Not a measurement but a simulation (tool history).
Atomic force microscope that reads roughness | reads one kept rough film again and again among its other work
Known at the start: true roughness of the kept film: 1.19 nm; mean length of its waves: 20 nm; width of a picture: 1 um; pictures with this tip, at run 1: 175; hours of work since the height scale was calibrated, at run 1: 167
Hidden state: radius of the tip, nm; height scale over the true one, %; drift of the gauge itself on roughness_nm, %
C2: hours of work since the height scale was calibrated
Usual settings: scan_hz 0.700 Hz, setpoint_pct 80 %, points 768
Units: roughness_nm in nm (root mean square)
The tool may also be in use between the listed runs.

run 1 hour=0.0 | scan_hz=0.700 setpoint_pct=80 points=768 | pictures_with_this_tip=175 C2=167 | roughness_nm=1.053
run 2 hour=31.9 | scan_hz=0.700 setpoint_pct=80 points=768 | pictures_with_this_tip=253 C2=192 | roughness_nm=1.058
-- hour=45.6 new tip fitted
run 3 hour=49.7 | scan_hz=0.700 setpoint_pct=80 points=768 | pictures_with_this_tip=10 C2=206 | roughness_nm=1.056
run 4 hour=70.3 | scan_hz=0.700 setpoint_pct=80 points=768 | pictures_with_this_tip=61 C2=222 | roughness_nm=1.062
run 5 hour=102.4 | scan_hz=0.700 setpoint_pct=80 points=768 | pictures_with_this_tip=139 C2=247 | roughness_nm=1.068
run 6 hour=135.1 | scan_hz=0.700 setpoint_pct=80 points=768 | pictures_with_this_tip=219 C2=273 | roughness_nm=1.062
-- hour=160.6 new tip fitted
run 7 hour=174.8 | scan_hz=0.700 setpoint_pct=80 points=768 | pictures_with_this_tip=35 C2=303 | roughness_nm=1.058
run 8 hour=211.2 | scan_hz=0.700 setpoint_pct=80 points=768 | pictures_with_this_tip=124 C2=332 | roughness_nm=1.048
run 9 hour=242.7 | scan_hz=0.700 setpoint_pct=80 points=398 | pictures_with_this_tip=200 C2=357 | roughness_nm=1.045
run 10 hour=266.7 | scan_hz=0.700 setpoint_pct=80 points=398 | pictures_with_this_tip=259 C2=376 | roughness_nm=1.050
-- hour=276.9 new tip fitted
run 11 hour=293.2 | scan_hz=0.700 setpoint_pct=80 points=398 | pictures_with_this_tip=39 C2=396 | roughness_nm=1.043
run 12 hour=322.8 | scan_hz=0.700 setpoint_pct=80 points=768 | pictures_with_this_tip=112 C2=419 | roughness_nm=1.055
run 13 hour=342.9 | scan_hz=2.914 setpoint_pct=80 points=768 | pictures_with_this_tip=161 C2=435 | roughness_nm=0.901
run 14 hour=383.1 | scan_hz=0.890 setpoint_pct=80 points=768 | pictures_with_this_tip=259 C2=467 | roughness_nm=1.037
-- hour=393.1 new tip fitted
run 15 hour=410.2 | scan_hz=0.700 setpoint_pct=67 points=768 | pictures_with_this_tip=42 C2=488 | roughness_nm=1.097
run 16 hour=438.1 | scan_hz=0.700 setpoint_pct=67 points=327 | pictures_with_this_tip=110 C2=509 | roughness_nm=1.080
run 17 hour=462.2 | scan_hz=1.752 setpoint_pct=80 points=768 | pictures_with_this_tip=169 C2=528 | roughness_nm=0.983
run 18 hour=499.6 | scan_hz=1.752 setpoint_pct=80 points=768 | pictures_with_this_tip=260 C2=558 | roughness_nm=0.974
-- hour=508.1 new tip fitted
run 19 hour=533.2 | scan_hz=0.700 setpoint_pct=80 points=688 | pictures_with_this_tip=61 C2=584 | roughness_nm=1.055
run 20 hour=562.2 | scan_hz=0.700 setpoint_pct=80 points=540 | pictures_with_this_tip=132 C2=607 | roughness_nm=1.040
run 21 hour=580.9 | scan_hz=0.700 setpoint_pct=80 points=768 | pictures_with_this_tip=178 C2=621 | roughness_nm=1.055
run 22 hour=621.5 | scan_hz=0.700 setpoint_pct=80 points=768 | pictures_with_this_tip=277 C2=653 | roughness_nm=1.057
-- hour=624.8 new tip fitted
run 23 hour=659.5 | scan_hz=0.700 setpoint_pct=74 points=768 | pictures_with_this_tip=85 C2=683 | roughness_nm=1.067
run 24 hour=684.2 | scan_hz=0.700 setpoint_pct=89 points=768 | pictures_with_this_tip=145 C2=702 | roughness_nm=1.029
run 25 hour=722.6 | scan_hz=0.700 setpoint_pct=80 points=281 | pictures_with_this_tip=239 C2=732 | roughness_nm=1.015
-- hour=740.4 new tip fitted
run 26 hour=750.8 | scan_hz=0.700 setpoint_pct=80 points=613 | pictures_with_this_tip=25 C2=754 | roughness_nm=1.051
run 27 hour=773.9 | scan_hz=0.628 setpoint_pct=56 points=843 | pictures_with_this_tip=82 C2=772 | roughness_nm=1.107
run 28 hour=794.4 | scan_hz=0.618 setpoint_pct=56 points=401 | pictures_with_this_tip=132 C2=788 | roughness_nm=1.095
run 29 hour=834.3 | scan_hz=0.618 setpoint_pct=56 points=401 | pictures_with_this_tip=229 C2=819 | roughness_nm=1.091
-- hour=855.4 new tip fitted
run 30 hour=864.4 | scan_hz=2.114 setpoint_pct=77 points=750 | pictures_with_this_tip=22 C2=843 | roughness_nm=0.965
run 31 hour=885.5 | scan_hz=0.700 setpoint_pct=80 points=983 | pictures_with_this_tip=73 C2=859 | roughness_nm=1.067
run 32 hour=908.5 | scan_hz=0.700 setpoint_pct=80 points=983 | pictures_with_this_tip=129 C2=877 | roughness_nm=1.055
run 33 hour=929.9 | scan_hz=1.398 setpoint_pct=73 points=291 | pictures_with_this_tip=181 C2=894 | roughness_nm=1.011
run 34 hour=947.7 | scan_hz=2.564 setpoint_pct=57 points=768 | pictures_with_this_tip=225 C2=908 | roughness_nm=1.048
run 35 hour=967.7 | scan_hz=1.045 setpoint_pct=57 points=945 | pictures_with_this_tip=274 C2=924 | roughness_nm=1.089
-- hour=970.5 new tip fitted
run 36 hour=989.9 | scan_hz=1.045 setpoint_pct=57 points=945 | pictures_with_this_tip=48 C2=941 | roughness_nm=1.095
run 37 hour=1023.4 | scan_hz=2.120 setpoint_pct=56 points=768 | pictures_with_this_tip=130 C2=967 | roughness_nm=1.068
run 38 hour=1049.4 | scan_hz=2.120 setpoint_pct=56 points=768 | pictures_with_this_tip=193 C2=988 | roughness_nm=1.076
run 39 hour=1081.2 | scan_hz=2.120 setpoint_pct=56 points=1021 | pictures_with_this_tip=271 C2=1013 | roughness_nm=1.070
-- hour=1086.3 new tip fitted
run 40 hour=1116.3 | scan_hz=2.120 setpoint_pct=56 points=1021 | pictures_with_this_tip=73 C2=1040 | roughness_nm=1.081
run 41 hour=1152.1 | scan_hz=1.251 setpoint_pct=82 points=768 | pictures_with_this_tip=161 C2=1068 | roughness_nm=1.009
run 42 hour=1171.0 | scan_hz=1.251 setpoint_pct=82 points=768 | pictures_with_this_tip=207 C2=1083 | roughness_nm=1.001
run 43 hour=1187.9 | scan_hz=1.251 setpoint_pct=82 points=768 | pictures_with_this_tip=248 C2=1096 | roughness_nm=1.005
-- hour=1203.4 new tip fitted
run 44 hour=1224.3 | scan_hz=0.531 setpoint_pct=80 points=489 | pictures_with_this_tip=51 C2=1124 | roughness_nm=1.065
run 45 hour=1257.2 | scan_hz=1.908 setpoint_pct=73 points=768 | pictures_with_this_tip=131 C2=1150 | roughness_nm=1.005
run 46 hour=1274.8 | scan_hz=0.506 setpoint_pct=65 points=512 | pictures_with_this_tip=174 C2=1164 | roughness_nm=1.091
run 47 hour=1295.6 | scan_hz=2.182 setpoint_pct=80 points=948 | pictures_with_this_tip=225 C2=1180 | roughness_nm=0.945
-- hour=1305.4 height scale calibrated on a step standard
-- hour=1319.9 new tip fitted
run 48 hour=1323.2 | scan_hz=1.178 setpoint_pct=80 points=284 | pictures_with_this_tip=7 C2=14 | roughness_nm=0.992
run 49 hour=1360.3 | scan_hz=3.538 setpoint_pct=86 points=265 | pictures_with_this_tip=98 C2=43 | roughness_nm=0.795
run 50 hour=1389.5 | scan_hz=0.700 setpoint_pct=74 points=768 | pictures_with_this_tip=169 C2=66 | roughness_nm=1.069
run 51 hour=1408.9 | scan_hz=1.371 setpoint_pct=61 points=1019 | pictures_with_this_tip=217 C2=81 | roughness_nm=1.082
run 52 hour=1429.0 | scan_hz=1.371 setpoint_pct=61 points=1019 | pictures_with_this_tip=266 C2=97 | roughness_nm=1.078

Forecast each of these 3 alternatives for the next run:
-- hour=1434.9 new tip fitted
run A hour=1454.1 | scan_hz=1.217 setpoint_pct=80 points=542 | pictures_with_this_tip=47 C2=116 | roughness_nm=?
-- hour=1434.9 new tip fitted
run B hour=1454.1 | scan_hz=2.775 setpoint_pct=56 points=912 | pictures_with_this_tip=47 C2=116 | roughness_nm=?
-- hour=1434.9 new tip fitted
run C hour=1454.1 | scan_hz=1.343 setpoint_pct=62 points=277 | pictures_with_this_tip=47 C2=116 | roughness_nm=?

run=A roughness_nm=1.009
run=B roughness_nm=1.066
run=C roughness_nm=1.040
Without the tool's hidden state the same runs would have given:
run=A roughness_nm=1.009
run=B roughness_nm=1.066
run=C roughness_nm=1.040
